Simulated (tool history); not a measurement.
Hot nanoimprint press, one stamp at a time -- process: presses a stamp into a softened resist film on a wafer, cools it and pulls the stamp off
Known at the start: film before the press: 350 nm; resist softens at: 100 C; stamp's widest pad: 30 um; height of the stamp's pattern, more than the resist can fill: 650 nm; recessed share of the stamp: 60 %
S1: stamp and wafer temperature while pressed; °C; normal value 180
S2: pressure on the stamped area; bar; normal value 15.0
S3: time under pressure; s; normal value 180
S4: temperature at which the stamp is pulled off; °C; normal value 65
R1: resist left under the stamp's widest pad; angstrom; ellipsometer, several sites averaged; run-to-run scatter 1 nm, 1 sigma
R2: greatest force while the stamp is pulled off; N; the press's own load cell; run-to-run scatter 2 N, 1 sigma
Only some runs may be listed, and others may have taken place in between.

{"run": 1, "day": 0.0, "S1": 180, "S2": 15.0, "S3": 180, "S4": 65, "R1": 1847, "R2": 142}
{"run": 2, "day": 0.188, "S1": 180, "S2": 10.5, "S3": 180, "S4": 65, "R1": 2086, "R2": 143}
{"run": 3, "day": 0.617, "S1": 180, "S2": 10.5, "S3": 180, "S4": 65, "R1": 2094, "R2": 141}
{"run": 4, "day": 0.967, "S1": 180, "S2": 15.0, "S3": 180, "S4": 65, "R1": 1828, "R2": 143}
{"run": 5, "day": 1.388, "S1": 186, "S2": 15.0, "S3": 180, "S4": 65, "R1": 1425, "R2": 143}
{"run": 6, "day": 1.775, "S1": 186, "S2": 15.0, "S3": 180, "S4": 65, "R1": 1426, "R2": 147}
{"run": 7, "day": 2.183, "S1": 186, "S2": 15.0, "S3": 180, "S4": 65, "R1": 1440, "R2": 142}
{"run": 8, "day": 2.5, "S1": 180, "S2": 15.0, "S3": 180, "S4": 51, "R1": 1852, "R2": 159}
{"run": 9, "day": 2.892, "S1": 176, "S2": 15.0, "S3": 180, "S4": 65, "R1": 2189, "R2": 146}
{"day": 3.146, "done": "plate thermocouple calibrated"}
{"run": 10, "day": 3.225, "S1": 176, "S2": 15.0, "S3": 180, "S4": 65, "R1": 1989, "R2": 139}
{"run": 11, "day": 3.533, "S1": 176, "S2": 15.0, "S3": 180, "S4": 65, "R1": 1997, "R2": 145}
{"run": 12, "day": 3.962, "S1": 180, "S2": 15.0, "S3": 219, "S4": 65, "R1": 1566, "R2": 146}
{"run": 13, "day": 4.338, "S1": 180, "S2": 15.0, "S3": 180, "S4": 65, "R1": 1709, "R2": 149}
{"run": 14, "day": 4.658, "S1": 180, "S2": 15.0, "S3": 180, "S4": 62, "R1": 1714, "R2": 149}
{"run": 15, "day": 4.975, "S1": 180, "S2": 15.0, "S3": 180, "S4": 65, "R1": 1709, "R2": 147}
{"run": 16, "day": 5.412, "S1": 180, "S2": 12.4, "S3": 180, "S4": 68, "R1": 1843, "R2": 144}
{"run": 17, "day": 5.633, "S1": 171, "S2": 12.4, "S3": 180, "S4": 69, "R1": 2548, "R2": 142}
{"run": 18, "day": 5.829, "S1": 180, "S2": 15.0, "S3": 176, "S4": 64, "R1": 1731, "R2": 150}
{"run": 19, "day": 6.179, "S1": 180, "S2": 10.3, "S3": 176, "S4": 67, "R1": 1980, "R2": 143}
{"day": 6.621, "done": "stamp cleaned and given a new release coat"}
{"run": 20, "day": 6.675, "S1": 180, "S2": 10.3, "S3": 176, "S4": 67, "R1": 1975, "R2": 117}
{"run": 21, "day": 6.996, "S1": 170, "S2": 10.3, "S3": 353, "S4": 67, "R1": 2352, "R2": 118}
{"run": 22, "day": 7.321, "S1": 170, "S2": 10.3, "S3": 289, "S4": 67, "R1": 2480, "R2": 118}
{"run": 23, "day": 7.504, "S1": 171, "S2": 14.1, "S3": 289, "S4": 58, "R1": 2169, "R2": 125}
{"run": 24, "day": 7.762, "S1": 180, "S2": 15.0, "S3": 183, "S4": 65, "R1": 1707, "R2": 123}
{"run": 25, "day": 7.979, "S1": 180, "S2": 15.0, "S3": 288, "S4": 65, "R1": 1436, "R2": 119}
{"run": 26, "day": 8.279, "S1": 180, "S2": 9.4, "S3": 99, "S4": 53, "R1": 2433, "R2": 136}
{"run": 27, "day": 8.558, "S1": 180, "S2": 15.0, "S3": 335, "S4": 65, "R1": 1356, "R2": 120}
{"run": 28, "day": 8.804, "S1": 180, "S2": 15.0, "S3": 337, "S4": 65, "R1": 1356, "R2": 122}
{"run": 29, "day": 9.212, "S1": 180, "S2": 9.6, "S3": 337, "S4": 65, "R1": 1648, "R2": 120}

Below are 5 alternative next runs, each starting from the tool's condition after run 29. Predict each:
{"run": "A", "day": 9.583, "S1": 180, "S2": 9.6, "S3": 214, "S4": 65, "R1": "?", "R2": "?"}
{"run": "B", "day": 9.583, "S1": 180, "S2": 9.6, "S3": 95, "S4": 51, "R1": "?", "R2": "?"}
{"run": "C", "day": 9.583, "S1": 180, "S2": 22.3, "S3": 337, "S4": 60, "R1": "?", "R2": "?"}
{"run": "D", "day": 9.583, "S1": 191, "S2": 22.5, "S3": 91, "S4": 65, "R1": "?", "R2": "?"}
{"run": "E", "day": 9.583, "S1": 180, "S2": 15.0, "S3": 180, "S4": 73, "R1": "?", "R2": "?"}

run=A R1=1938 R2=124
run=B R1=2451 R2=134
run=C R1=1121 R2=127
run=D R1=1206 R2=122
run=E R1=1721 R2=115
Without the tool's unlogged condition, the same runs would have read:
run=A R1=1919 R2=120
run=B R1=2433 R2=129
run=C R1=1095 R2=123
run=D R1=1180 R2=118
run=E R1=1697 R2=111
